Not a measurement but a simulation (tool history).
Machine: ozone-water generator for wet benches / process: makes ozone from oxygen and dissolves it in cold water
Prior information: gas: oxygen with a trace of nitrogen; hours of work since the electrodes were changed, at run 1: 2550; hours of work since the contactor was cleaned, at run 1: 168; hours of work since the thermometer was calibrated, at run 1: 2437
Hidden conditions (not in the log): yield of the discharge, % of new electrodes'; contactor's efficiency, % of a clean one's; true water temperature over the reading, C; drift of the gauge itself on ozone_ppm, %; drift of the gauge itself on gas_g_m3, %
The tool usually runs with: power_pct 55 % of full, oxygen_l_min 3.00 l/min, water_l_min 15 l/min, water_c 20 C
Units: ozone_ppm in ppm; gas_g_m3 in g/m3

run   hour  power_pct  oxygen_l_min  water_l_min  water_c  hours of work since the electrodes were changed  hours of work since the contactor was cleaned  hours of work since the thermometer was calibrated  ozone_ppm  gas_g_m3
  1    0.0         55          3.00           15       20                                             2550                                            168                                                2437       19.5     219.6
  2   90.4         55          3.00           15       20                                             2627                                            245                                                2514       19.4     219.6
  3  134.6         55          3.00           15       20                                             2665                                            283                                                2552       19.6     220.4
  4  179.2         55          2.13           15       20                                             2703                                            321                                                2590       18.3     255.6
  5  246.1         55          2.13           15       20                                             2760                                            378                                                2647       18.2     256.4
  6  308.2         55          2.13           15       20                                             2813                                            431                                                2700       18.3     258.6
  7  365.0         55          3.00           15       20                                             2861                                            479                                                2748       19.4     220.2
  8  443.0         59          3.00           23       20                                             2928                                            546                                                2815       13.8     229.7
  9  514.8         59          3.00           23       20                                             2989                                            607                                                2876       13.9     234.1
 10  600.5         93          3.00           23       13                                             3062                                            680                                                2949       19.9     311.6
 11  661.9         55          3.00           14       20                                             3115                                            733                                                3002       20.7     220.6
 12  760.8         55          3.00           18       15                                             3199                                            817                                                3086       17.5     222.6
 13  840.0         55          3.00           18       15                                             3267                                            885                                                3154       17.4     222.4
 14  907.2        100          3.00           22       20                                             3324                                            942                                                3211       20.2     327.3

Below are 4 alternative next runs, each starting from the tool's condition after run 14. Predict each:
  A  962.0        100          4.50           22       20                                             3371                                            989                                                3258          ?         ?
  B  962.0         79          3.00           20       21                                             3371                                            989                                                3258          ?         ?
  C  962.0         59          2.28           17       20                                             3371                                            989                                                3258          ?         ?
  D  962.0         55          2.02           15       20                                             3371                                            989                                                3258          ?         ?

run  ozone_ppm  gas_g_m3
  A       22.2     270.9
  B       19.0     282.7
  C       17.4     263.5
  D       18.0     266.9
Without the tool's hidden state the same runs would have given:
run  ozone_ppm  gas_g_m3
  A       22.2     267.5
  B       19.0     279.1
  C       17.4     260.2
  D       18.0     263.5
